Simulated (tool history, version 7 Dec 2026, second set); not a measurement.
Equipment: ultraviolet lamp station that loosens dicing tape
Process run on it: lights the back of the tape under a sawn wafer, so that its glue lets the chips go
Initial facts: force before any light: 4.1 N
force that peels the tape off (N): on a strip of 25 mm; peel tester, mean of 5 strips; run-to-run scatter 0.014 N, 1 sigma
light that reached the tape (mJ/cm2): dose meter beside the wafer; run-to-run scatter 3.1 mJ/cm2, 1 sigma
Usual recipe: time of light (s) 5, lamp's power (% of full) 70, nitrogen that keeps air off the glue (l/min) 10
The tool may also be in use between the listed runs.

run   hour  time of light (s)  lamp's power (% of full)  nitrogen that keeps air off the glue (l/min)  force that peels the tape off (N)  light that reached the tape (mJ/cm2)
  1      0                  5                        70                                            10                              0.715                                   442
  2    5.4                  5                        70                                            10                              0.699                                   446
  3   14.7                  5                        70                                            10                               0.71                                   435
  4   23.2                  5                        70                                            10                               0.74                                   439
  5   27.4                  5                        70                                            10                              0.773                                   443
  6   33.2                  2                        70                                            10                               2.05                                   175
  7   38.5                  2                        70                                            10                              2.008                                   175
  8   45.5                  2                        70                                            10                              2.031                                   172
  9   55.3                  2                        70                                            10                              2.068                                   171
 10   62.7                  2                        70                                            10                              1.992                                   171
 11     67                  2                        70                                            15                              1.911                                   177
      68.4  -- window cleaned of glue's vapour
 12   73.9                  5                        70                                            10                              0.752                                   420
 13   82.6                  5                        70                                            10                              0.779                                   421
      89.7  -- window cleaned of glue's vapour, once more
 14   90.6                  5                        70                                            10                              0.684                                   441
 15   98.7                  5                        70                                            10                              0.711                                   442
 16    106                  5                        70                                            10                              0.713                                   442
 17  115.1                  5                        70                                            10                              0.731                                   440
 18  119.8                  5                        70                                            10                               0.76                                   435
 19  127.4                  5                        70                                             4                              0.987                                   434
 20  135.9                  5                        71                                            18                              0.638                                   440
 21  144.9                  7                        98                                             8                              0.245                                   845
 22  151.9                  6                        70                                             6                              0.663                                   513
 23  160.2                  3                        82                                             3                              1.642                                   301
 24  169.3                  7                        83                                            10                              0.328                                   706
 25  178.9                  2                        82                                            15                              1.754                                   199
 26  186.2                  2                        82                                            15                              1.754                                   197
 27  193.8                  2                        82                                            15                              1.773                                   195
 28  203.5                  3                        93                                             7                              1.186                                   333
 29  213.2                  3                        61                                            10                              1.632                                   213
 30    220                  6                        90                                            10                              0.393                                   639
 31  226.5                  8                        84                                             8                              0.273                                   776
 32  231.5                  8                        84                                             8                              0.285                                   784
 33  239.1                  2                        85                                             8                              1.887                                   202
 34    245                  2                        76                                             8                              2.102                                   179
 35  250.1                  4                        65                                            15                              1.175                                   303
 36  256.2                  4                        65                                            15                              1.131                                   296
 37  263.5                  4                        65                                            15                              1.144                                   300
 38    271                  2                        70                                            10                              2.149                                   160

Measured minus without-hidden-state, run by run (identical run-to-run variation in each term; gauge scatter may differ):
Hidden conditions of the tool in this case: lamp's light, % of a new lamp's; light that the window lets through, % of a clean one's; drift of the gauge itself on peel_n, %; drift of the gauge itself on dose_mj_cm2, %.
run  force that peels the tape off (N)  light that reached the tape (mJ/cm2)
  1                             +0.038                                   -16
  2                              +0.04                                   -17
  3                             +0.047                                   -19
  4                             +0.053                                   -21
  5                             +0.058                                   -22
  6                             +0.075                                    -9
  7                             +0.078                                   -10
  8                             +0.085                                   -10
  9                             +0.094                                   -12
 10                             +0.097                                   -12
 11                             +0.102                                   -13
 12                             +0.102                                   -40
 13                             +0.111                                   -42
 14                             +0.042                                   -18
 15                             +0.049                                   -19
 16                             +0.053                                   -22
 17                              +0.06                                   -24
 18                             +0.065                                   -25
 19                             +0.079                                   -28
 20                             +0.067                                   -29
 21                             +0.028                                   -62
 22                             +0.079                                   -40
 23                             +0.119                                   -25
 24                             +0.048                                   -63
 25                             +0.133                                   -18
 26                              +0.14                                   -19
 27                             +0.147                                   -20
 28                             +0.144                                   -37
 29                             +0.155                                   -25
 30                             +0.074                                   -78
 31                             +0.053                                   -98
 32                             +0.057                                  -102
 33                             +0.181                                   -27
 34                             +0.186                                   -24
 35                             +0.185                                   -43
 36                             +0.183                                   -44
 37                             +0.189                                   -44
 38                             +0.205                                   -25
